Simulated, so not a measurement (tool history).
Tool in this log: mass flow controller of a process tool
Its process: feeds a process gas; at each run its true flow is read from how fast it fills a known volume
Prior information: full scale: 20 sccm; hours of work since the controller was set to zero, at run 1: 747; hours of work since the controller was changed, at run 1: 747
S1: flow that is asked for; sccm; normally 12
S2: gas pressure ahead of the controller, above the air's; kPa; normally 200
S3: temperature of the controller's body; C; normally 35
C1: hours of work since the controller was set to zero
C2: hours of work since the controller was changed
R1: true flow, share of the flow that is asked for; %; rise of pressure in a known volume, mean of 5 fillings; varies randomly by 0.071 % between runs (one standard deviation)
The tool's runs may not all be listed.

{"run": 1, "day": 0.0, "S1": 12, "S2": 200, "S3": 35, "C1": 747, "C2": 747, "R1": 100.17}
{"run": 2, "day": 2.358, "S1": 12, "S2": 210, "S3": 35, "C1": 768, "C2": 768, "R1": 100.11}
{"run": 3, "day": 5.779, "S1": 12, "S2": 200, "S3": 35, "C1": 799, "C2": 799, "R1": 99.87}
{"run": 4, "day": 9.05, "S1": 12, "S2": 200, "S3": 35, "C1": 829, "C2": 829, "R1": 100.02}
{"run": 5, "day": 11.367, "S1": 12, "S2": 247, "S3": 35, "C1": 850, "C2": 850, "R1": 100.16}
{"run": 6, "day": 13.329, "S1": 12, "S2": 247, "S3": 35, "C1": 867, "C2": 867, "R1": 100.05}
{"run": 7, "day": 15.812, "S1": 12, "S2": 200, "S3": 35, "C1": 890, "C2": 890, "R1": 99.86}
{"run": 8, "day": 19.771, "S1": 12, "S2": 200, "S3": 35, "C1": 926, "C2": 926, "R1": 99.65}
{"run": 9, "day": 21.817, "S1": 12, "S2": 200, "S3": 35, "C1": 944, "C2": 944, "R1": 99.74}
{"run": 10, "day": 24.188, "S1": 12, "S2": 200, "S3": 35, "C1": 966, "C2": 966, "R1": 99.61}
{"run": 11, "day": 26.612, "S1": 12, "S2": 200, "S3": 35, "C1": 988, "C2": 988, "R1": 99.67}
{"run": 12, "day": 29.617, "S1": 12, "S2": 200, "S3": 35, "C1": 1015, "C2": 1015, "R1": 99.62}
{"run": 13, "day": 33.371, "S1": 12, "S2": 200, "S3": 35, "C1": 1049, "C2": 1049, "R1": 99.57}
{"run": 14, "day": 36.892, "S1": 12, "S2": 200, "S3": 35, "C1": 1081, "C2": 1081, "R1": 99.5}
{"run": 15, "day": 40.867, "S1": 12, "S2": 200, "S3": 35, "C1": 1117, "C2": 1117, "R1": 99.39}
{"run": 16, "day": 43.229, "S1": 12, "S2": 200, "S3": 35, "C1": 1138, "C2": 1138, "R1": 99.38}
{"run": 17, "day": 47.233, "S1": 12, "S2": 200, "S3": 35, "C1": 1175, "C2": 1175, "R1": 99.33}
{"run": 18, "day": 50.267, "S1": 12, "S2": 200, "S3": 35, "C1": 1202, "C2": 1202, "R1": 99.15}
{"run": 19, "day": 52.367, "S1": 18, "S2": 155, "S3": 32, "C1": 1221, "C2": 1221, "R1": 99.29}
{"run": 20, "day": 55.55, "S1": 12, "S2": 173, "S3": 29, "C1": 1250, "C2": 1250, "R1": 98.69}
{"run": 21, "day": 58.492, "S1": 12, "S2": 232, "S3": 28, "C1": 1277, "C2": 1277, "R1": 98.84}
{"run": 22, "day": 62.508, "S1": 12, "S2": 232, "S3": 28, "C1": 1313, "C2": 1313, "R1": 98.82}
{"run": 23, "day": 64.279, "S1": 4, "S2": 206, "S3": 27, "C1": 1329, "C2": 1329, "R1": 98.12}
{"run": 24, "day": 66.454, "S1": 2, "S2": 179, "S3": 34, "C1": 1349, "C2": 1349, "R1": 98.26}
{"run": 25, "day": 68.317, "S1": 2, "S2": 179, "S3": 34, "C1": 1366, "C2": 1366, "R1": 98.27}
{"run": 26, "day": 71.392, "S1": 2, "S2": 179, "S3": 34, "C1": 1393, "C2": 1393, "R1": 98.29}
{"run": 27, "day": 73.546, "S1": 2, "S2": 179, "S3": 34, "C1": 1413, "C2": 1413, "R1": 98.2}
{"run": 28, "day": 77.442, "S1": 2, "S2": 179, "S3": 32, "C1": 1448, "C2": 1448, "R1": 97.97}
{"run": 29, "day": 80.775, "S1": 2, "S2": 179, "S3": 32, "C1": 1478, "C2": 1478, "R1": 97.9}
{"run": 30, "day": 83.312, "S1": 4, "S2": 179, "S3": 23, "C1": 1501, "C2": 1501, "R1": 97.39}
{"run": 31, "day": 85.946, "S1": 4, "S2": 179, "S3": 23, "C1": 1525, "C2": 1525, "R1": 97.44}
{"run": 32, "day": 89.846, "S1": 4, "S2": 179, "S3": 23, "C1": 1561, "C2": 1561, "R1": 97.54}

Run 33 comes next. What will it give?
{"run": 33, "day": 91.638, "S1": 12, "S2": 200, "S3": 23, "C1": 1577, "C2": 1577, "R1": "?"}

Run 33 gave R1 97.88 %.
If the tool had no hidden condition, the same run with the same run-to-run variation would have returned R1 99.47 %.
